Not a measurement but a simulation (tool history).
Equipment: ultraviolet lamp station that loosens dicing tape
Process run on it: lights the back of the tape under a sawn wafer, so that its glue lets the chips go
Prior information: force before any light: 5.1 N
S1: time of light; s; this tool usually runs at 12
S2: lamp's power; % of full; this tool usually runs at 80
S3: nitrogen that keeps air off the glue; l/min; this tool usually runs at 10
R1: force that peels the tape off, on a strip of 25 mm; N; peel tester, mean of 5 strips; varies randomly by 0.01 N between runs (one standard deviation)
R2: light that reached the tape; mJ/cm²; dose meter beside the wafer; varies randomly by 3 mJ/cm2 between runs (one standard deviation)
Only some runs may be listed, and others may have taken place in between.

run,hour,S1,S2,S3,R1,R2
1,0.0,12,80,10,0.548,399
2,26.1,12,80,11,0.494,393
3,54.3,20,80,11,0.268,657
4,83.9,20,80,11,0.268,650
5,110.7,20,80,11,0.249,657
6,128.6,20,80,11,0.274,658
7,156.5,12,80,10,0.588,391
8,174.4,12,80,10,0.580,385
9,205.6,12,80,10,0.589,386
10,229.9,12,80,13,0.481,386
11,253.5,12,80,13,0.491,382
12,283.6,12,79,10,0.610,375
13,299.5,12,67,10,0.770,317
14,316.5,12,67,10,0.795,316
15,347.4,12,67,10,0.788,317
16,361.8,12,67,10,0.788,312
17,392.7,12,67,10,0.817,313
18,421.9,12,67,10,0.811,306
19,437.6,12,67,10,0.814,311
20,462.4,12,80,7,0.816,368
21,476.5,12,80,7,0.776,372
22,506.8,12,80,13,0.530,365
23,526.1,18,80,13,0.291,549
24,555.5,11,88,13,0.521,366
25,573.1,12,62,10,0.970,283
26,598.4,9,96,5,1.174,322
27,627.2,12,93,4,0.925,419
28,652.0,14,80,16,0.394,419
29,672.7,13,66,3,1.541,314
30,688.9,12,83,4,1.122,370
31,719.0,8,78,4,1.975,228
32,746.1,9,78,7,1.321,257
33,774.6,9,78,7,1.342,252
34,794.2,9,79,9,1.115,258
35,817.6,9,79,9,1.131,261
36,839.8,9,79,9,1.130,258
37,853.0,6,90,14,1.312,194
38,874.0,23,78,4,0.465,648
39,894.1,15,76,4,0.977,407
40,925.8,12,80,5,1.078,345
41,953.7,13,80,5,0.956,366
42,978.7,10,80,5,1.335,281
43,1002.6,12,67,10,0.921,283

Forecast each of these 3 alternatives for the next run:
A,1029.8,12,80,13,?,?
B,1029.8,11,60,10,?,?
C,1029.8,7,67,10,?,?

run,R1,R2
A,0.602,334
B,1.257,231
C,1.762,162
Without the tool's hidden state the same runs would have given:
run,R1,R2
A,0.363,457
B,0.803,316
C,1.241,223
